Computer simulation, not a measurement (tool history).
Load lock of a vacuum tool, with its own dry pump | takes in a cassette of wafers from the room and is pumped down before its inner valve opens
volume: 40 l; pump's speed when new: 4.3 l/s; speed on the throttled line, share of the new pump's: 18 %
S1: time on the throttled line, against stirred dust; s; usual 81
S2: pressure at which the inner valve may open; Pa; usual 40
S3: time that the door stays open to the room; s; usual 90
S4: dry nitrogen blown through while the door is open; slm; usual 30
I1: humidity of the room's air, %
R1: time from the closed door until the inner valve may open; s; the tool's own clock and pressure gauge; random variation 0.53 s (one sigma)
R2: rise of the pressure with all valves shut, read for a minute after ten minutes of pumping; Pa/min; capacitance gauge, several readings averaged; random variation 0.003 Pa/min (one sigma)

run	hour	S1	S2	S3	S4	I1	R1	R2
1	0.0	81	40	90	30	45.2	147.5	0.713
# hour 265.0: door's seal changed, seat wiped
2	388.5	81	40	90	30	45.7	146.7	0.046
3	740.5	81	40	90	30	43.3	146.9	0.047
4	1216.3	81	40	90	30	47.9	148.4	0.070
5	1659.7	81	40	90	30	43.7	147.7	0.079
6	1981.6	81	40	90	30	43.6	149.1	0.092
7	2373.4	81	40	90	30	43.5	148.2	0.108
8	2954.3	81	40	90	30	42.1	149.0	0.131
9	3467.5	81	40	90	30	47.3	150.0	0.159
10	3746.9	81	40	90	30	44.2	149.2	0.165
11	4026.3	81	40	26	30	44.0	150.6	0.168
12	4608.4	81	40	26	30	48.6	150.4	0.200
13	5059.8	107	80	46	21	47.6	163.8	0.242
14	5644.0	107	80	58	14	44.1	163.4	0.274
15	6055.6	107	69	62	10	48.0	166.0	0.321
# hour 6341.9: dry pump taken out, an overhauled one fitted
16	6511.7	68	40	77	19	43.1	129.1	0.351
17	6995.5	81	65	90	30	43.9	135.9	0.380
18	7450.2	93	40	75	41	46.2	149.8	0.408
19	7724.1	93	63	87	6	44.0	147.4	0.475
20	8266.0	93	63	87	6	46.7	146.9	0.526
21	8607.8	93	63	87	6	43.5	146.9	0.547
22	9150.7	93	63	87	6	42.0	147.7	0.592
23	9633.0	110	49	87	10	45.9	163.8	0.634

4 ways to go on from here, each from the tool as it stands after run 23. What would each give?
A	10010.5	81	30	90	5	45.4	?	?
B	10010.5	109	49	75	16	44.9	?	?
C	10010.5	50	40	87	10	45.4	?	?
D	10010.5	81	40	96	17	44.9	?	?

run	R1	R2
A	144.3	0.703
B	163.6	0.672
C	117.6	0.695
D	142.4	0.681
Without the tool's hidden state the same runs would have given:
run	R1	R2
A	142.4	0.068
B	162.0	0.050
C	115.4	0.058
D	140.6	0.053
